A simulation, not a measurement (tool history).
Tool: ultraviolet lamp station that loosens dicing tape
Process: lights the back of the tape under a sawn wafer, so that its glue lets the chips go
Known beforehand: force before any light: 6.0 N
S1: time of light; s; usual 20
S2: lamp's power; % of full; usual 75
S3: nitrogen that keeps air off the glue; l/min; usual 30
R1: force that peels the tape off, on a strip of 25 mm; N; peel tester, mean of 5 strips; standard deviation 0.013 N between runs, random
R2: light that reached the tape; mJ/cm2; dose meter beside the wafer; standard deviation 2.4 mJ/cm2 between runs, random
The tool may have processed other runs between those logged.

run	hour	S1	S2	S3	R1	R2
1	0.0	20	75	30	0.758	237
2	36.5	20	75	30	0.782	231
3	63.7	20	75	30	0.793	232
4	104.9	20	75	30	0.812	229
5	133.9	36	75	30	0.245	407
6	157.6	28	75	30	0.419	319
7	176.8	28	75	55	0.283	321
8	209.6	31	75	30	0.373	344
9	228.6	31	75	30	0.370	344
10	253.9	20	75	46	0.675	223
11	287.1	20	75	30	0.872	221
12	313.5	20	75	30	0.894	213
13	331.0	20	75	30	0.907	221
14	368.5	29	75	30	0.442	314
15	406.4	20	75	30	0.819	233
16	426.8	20	75	30	0.787	228
17	448.7	20	75	30	0.821	227
18	478.3	20	75	9	1.630	228
19	511.7	20	75	9	1.636	226
20	537.6	20	75	30	0.841	223
21	559.1	21	75	14	1.237	234
22	585.3	29	87	19	0.438	368
23	606.1	25	75	12	1.054	276
24	647.5	25	75	12	1.118	268
25	669.8	25	75	12	1.148	273
26	708.1	24	63	38	0.763	215
27	743.1	24	63	38	0.825	210
28	773.0	17	98	11	1.449	232
29	792.8	36	95	35	0.174	479
30	827.9	36	95	35	0.184	468
31	849.7	36	95	35	0.178	463
32	883.6	22	81	30	0.748	242
33	917.1	27	75	55	0.401	270
34	955.4	27	75	55	0.401	269
35	988.9	27	75	55	0.415	272
36	1012.5	27	75	55	0.432	261
37	1037.5	20	71	23	1.360	183
38	1055.5	20	62	23	1.621	162
39	1086.9	11	89	20	2.272	126

Put back what was entered between runs (1 entry, withheld): which listed runs does each sit between, and how does the hidden state differ from the listed run before to the listed run after?
In the gap between runs 14 and 15: window cleaned of glue's vapour (hour 401.0)
  lamp's light, % of a new lamp's: 85.1 -> 84.6; light that the window lets through, % of a clean one's: 92.1 -> 99.9
  the result without the hidden state subtracted from the measured one, R1: +0.176 -> +0.225 N; R2: -86 -> -42 mJ/cm2
